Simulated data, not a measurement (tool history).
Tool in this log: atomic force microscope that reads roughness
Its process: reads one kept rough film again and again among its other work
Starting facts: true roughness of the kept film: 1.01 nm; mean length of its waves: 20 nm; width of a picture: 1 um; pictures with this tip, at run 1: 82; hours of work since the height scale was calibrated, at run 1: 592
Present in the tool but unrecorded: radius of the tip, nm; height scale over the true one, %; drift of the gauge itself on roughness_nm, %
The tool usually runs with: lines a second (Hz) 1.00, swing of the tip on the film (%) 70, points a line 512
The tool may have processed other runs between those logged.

run    day  lines a second (Hz)  swing of the tip on the film (%)  points a line  pictures with this tip  hours of work since the height scale was calibrated  roughness of the kept film (nm (root mean square))
  1  0.000                 1.00                                70            512                      82                                                  592                                               0.804
     0.246  -- new tip fitted
  2  1.204                 0.75                                70            512                      36                                                  604                                               0.853
  3  1.946                 1.00                                70            626                      64                                                  612                                               0.820
  4  2.571                 0.92                                70            512                      87                                                  619                                               0.797
     2.650  -- new tip fitted
  5  3.946                 1.00                                70            796                      48                                                  633                                               0.842
  6  4.688                 1.00                                70            796                      76                                                  641                                               0.807
     5.121  -- new tip fitted
  7  5.446                 1.00                                70            796                      12                                                  649                                               0.876
  8  6.754                 1.00                                55            512                      61                                                  663                                               0.841
  9  7.379                 1.00                                55            512                      84                                                  670                                               0.824
     7.479  -- height scale calibrated on a step standard
     7.592  -- new tip fitted
 10  8.275                 1.89                                57            256                      25                                                    8                                               0.848
 11  9.567                 0.94                                60            512                      73                                                   22                                               0.834

Run 12, settings as shown, results not yet in. Your forecast:
      9.988  -- new tip fitted
 12  10.938                 1.73                                58            603                      36                                                   37                                                   ?

Run 12 yielded roughness of the kept film (nm (root mean square)) 0.864.
Had the tool carried no hidden state, the very same run would have given roughness of the kept film (nm (root mean square)) 0.900.

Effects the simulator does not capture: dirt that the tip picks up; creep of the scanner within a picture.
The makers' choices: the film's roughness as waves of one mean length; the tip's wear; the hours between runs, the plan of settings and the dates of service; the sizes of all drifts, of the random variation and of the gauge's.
